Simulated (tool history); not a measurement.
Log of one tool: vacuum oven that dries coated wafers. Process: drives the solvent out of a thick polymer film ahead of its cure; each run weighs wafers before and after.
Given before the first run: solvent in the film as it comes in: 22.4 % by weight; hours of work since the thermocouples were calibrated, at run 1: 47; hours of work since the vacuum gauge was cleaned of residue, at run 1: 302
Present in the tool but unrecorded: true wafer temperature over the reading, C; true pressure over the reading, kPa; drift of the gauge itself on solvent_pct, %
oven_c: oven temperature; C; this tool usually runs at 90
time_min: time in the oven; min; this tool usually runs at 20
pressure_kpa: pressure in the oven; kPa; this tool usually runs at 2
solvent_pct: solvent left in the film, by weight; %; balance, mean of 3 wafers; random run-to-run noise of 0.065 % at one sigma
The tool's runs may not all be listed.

run	hour	oven_c	time_min	pressure_kpa	hours of work since the thermocouples were calibrated	hours of work since the vacuum gauge was cleaned of residue	solvent_pct
1	0	90	20	2	47	302	3.95
2	41.1	90	20	2	72	326	4.14
3	96.1	79	20	2	104	359	9.51
4	174.6	79	20	2	151	405	9.77
5	248.2	90	20	4.75	195	449	5.92
6	319.5	90	20	4.75	237	491	5.87
7	406.5	90	20	4.75	288	543	5.88
8	484.2	90	20	4.75	335	589	5.79
9	563.1	90	20	2	381	636	4.11
10	601.4	90	20	1.49	404	659	3.86
11	662.5	83	32	1.86	440	695	4.66
12	744.1	100	20	2.35	489	743	1.53
13	826.8	100	20	2.39	538	792	1.58
14	888.2	96	20	1.72	574	829	2.04
15	957.2	85	10	1.72	615	870	10.45
16	1005.3	103	15	6.87	644	898	3.66
17	1052.3	93	25	3.03	672	926	2.88
18	1126.9	90	13	2	716	970	6.68
19	1205.7	90	12	2	763	1017	7.13
# hour 1216.6: oven's thermocouples calibrated
20	1275.9	90	12	1.09	35	1058	6.55

Consider 3 possible next runs. They are alternatives, not a sequence: every one starts from the tool as it was left by run 20. What does each give?
A	1325.7	90	24	1.7	65	1087	?
B	1325.7	97	24	5.87	65	1087	?
C	1325.7	102	10	1.09	65	1087	?

run	solvent_pct
A	3.17
B	3.55
C	2.56
What these runs would have given with no unlogged condition in the tool:
run	solvent_pct
A	3.15
B	3.54
C	2.55
